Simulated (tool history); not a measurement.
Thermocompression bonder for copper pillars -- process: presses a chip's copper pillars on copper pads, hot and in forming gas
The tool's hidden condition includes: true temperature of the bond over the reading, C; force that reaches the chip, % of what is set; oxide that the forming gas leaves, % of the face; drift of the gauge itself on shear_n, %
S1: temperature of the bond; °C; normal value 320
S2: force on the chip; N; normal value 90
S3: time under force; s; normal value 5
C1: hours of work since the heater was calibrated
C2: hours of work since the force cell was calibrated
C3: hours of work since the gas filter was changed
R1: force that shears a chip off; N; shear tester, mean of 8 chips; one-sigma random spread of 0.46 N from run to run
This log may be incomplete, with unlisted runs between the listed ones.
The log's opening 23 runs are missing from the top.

| run | day | S1 | S2 | S3 | C1 | C2 | C3 | R1 |
|---|---|---|---|---|---|---|---|---|
| 24 | 35.571 | 300 | 90 | 3 | 274 | 277 | 116 | 71 |
| 25 | 36.875 | 300 | 90 | 3 | 298 | 301 | 140 | 71.1 |
| 26 | 38.329 | 305 | 55 | 14 | 325 | 328 | 166 | 82.3 |
| 27 | 39.362 | 323 | 98 | 7 | 344 | 347 | 185 | 115.7 |
| 28 | 40.471 | 320 | 132 | 4 | 364 | 367 | 206 | 119.7 |
| 29 | 42.154 | 294 | 72 | 12 | 395 | 398 | 237 | 87.5 |
| 30 | 43.979 | 320 | 73 | 9 | 429 | 432 | 270 | 99.4 |
|  | 44.788 | forming gas filter changed |
| 31 | 45.708 | 317 | 71 | 3 | 460 | 463 | 17 | 67.5 |
| 32 | 47.508 | 339 | 73 | 9 | 493 | 496 | 50 | 115.8 |

Below are 3 alternative next runs, each starting from the tool's condition after run 32. Predict each:
| A | 48.775 | 339 | 80 | 8 | 517 | 520 | 73 | ? |
| B | 48.775 | 339 | 63 | 9 | 517 | 520 | 73 | ? |
| C | 48.775 | 334 | 80 | 9 | 517 | 520 | 73 | ? |

| run | R1 |
|---|---|
| A | 118.1 |
| B | 104.3 |
| C | 117 |
What these runs would have given with no unlogged condition in the tool:
| run | R1 |
|---|---|
| A | 119.8 |
| B | 106 |
| C | 118.8 |
